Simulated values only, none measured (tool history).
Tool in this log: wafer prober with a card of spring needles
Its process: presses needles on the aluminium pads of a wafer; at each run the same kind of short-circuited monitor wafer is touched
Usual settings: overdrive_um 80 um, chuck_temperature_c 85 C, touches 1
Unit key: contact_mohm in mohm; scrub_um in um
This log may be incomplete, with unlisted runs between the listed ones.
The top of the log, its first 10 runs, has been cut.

run	hour	overdrive_um	chuck_temperature_c	touches	contact_mohm	scrub_um
# hour 179.3: tips cleaned on abrasive film
11	182.4	80	85	1	261	19.86
# hour 192.7: tips cleaned on abrasive film
12	195.9	80	85	1	259	19.81
# hour 205.8: tips cleaned on abrasive film
13	211.5	80	85	1	259	19.87
# hour 218.9: tips cleaned on abrasive film
14	226.6	80	85	3	257	19.80
# hour 233.1: tips cleaned on abrasive film
15	243.7	80	85	1	263	19.81
# hour 246.8: tips cleaned on abrasive film
16	254.0	80	85	1	261	19.81
# hour 261.0: tips cleaned on abrasive film
17	268.3	80	85	1	261	19.74
# hour 275.4: tips cleaned on abrasive film
18	278.8	80	85	1	260	19.76
# hour 288.9: tips cleaned on abrasive film
19	288.9	80	85	3	259	19.76
20	300.5	80	85	3	258	19.75
# hour 302.4: tips cleaned on abrasive film
# hour 315.5: tips cleaned on abrasive film
21	319.7	80	85	3	259	19.71
# hour 328.5: tips cleaned on abrasive film
22	334.3	80	85	3	259	19.77
# hour 342.6: tips cleaned on abrasive film
23	347.5	80	85	3	262	19.76
# hour 356.6: tips cleaned on abrasive film
24	358.8	78	26	2	242	19.12
# hour 370.2: tips cleaned on abrasive film
25	370.2	80	54	1	251	19.71
26	379.8	80	54	2	251	19.74
# hour 384.2: tips cleaned on abrasive film
27	391.8	80	54	2	252	19.74
# hour 397.2: tips cleaned on abrasive film
28	402.5	93	71	2	257	22.86
# hour 404.7: height of the first contact set anew
# hour 411.3: tips cleaned on abrasive film
29	419.2	62	122	2	285	15.24
# hour 425.4: tips cleaned on abrasive film
# hour 426.5: gauge calibrated
# hour 439.2: tips cleaned on abrasive film
30	440.7	63	28	2	248	15.64
# hour 452.8: tips cleaned on abrasive film
31	460.4	66	85	1	268	16.35

Consider 4 possible next runs. They are alternatives, not a sequence: every one starts from the tool as it was left by run 31. What does each give?
# hour 466.6: tips cleaned on abrasive film
A	475.5	60	85	1	?	?
# hour 466.6: tips cleaned on abrasive film
B	475.5	74	75	3	?	?
# hour 466.6: tips cleaned on abrasive film
C	475.5	80	52	1	?	?
# hour 466.6: tips cleaned on abrasive film
D	475.5	80	115	1	?	?

run	contact_mohm	scrub_um
A	277	14.90
B	259	18.41
C	251	19.93
D	269	19.91
With no hidden state in the tool, these same runs would have given:
run	contact_mohm	scrub_um
A	276	14.92
B	259	18.43
C	251	19.96
D	269	19.94
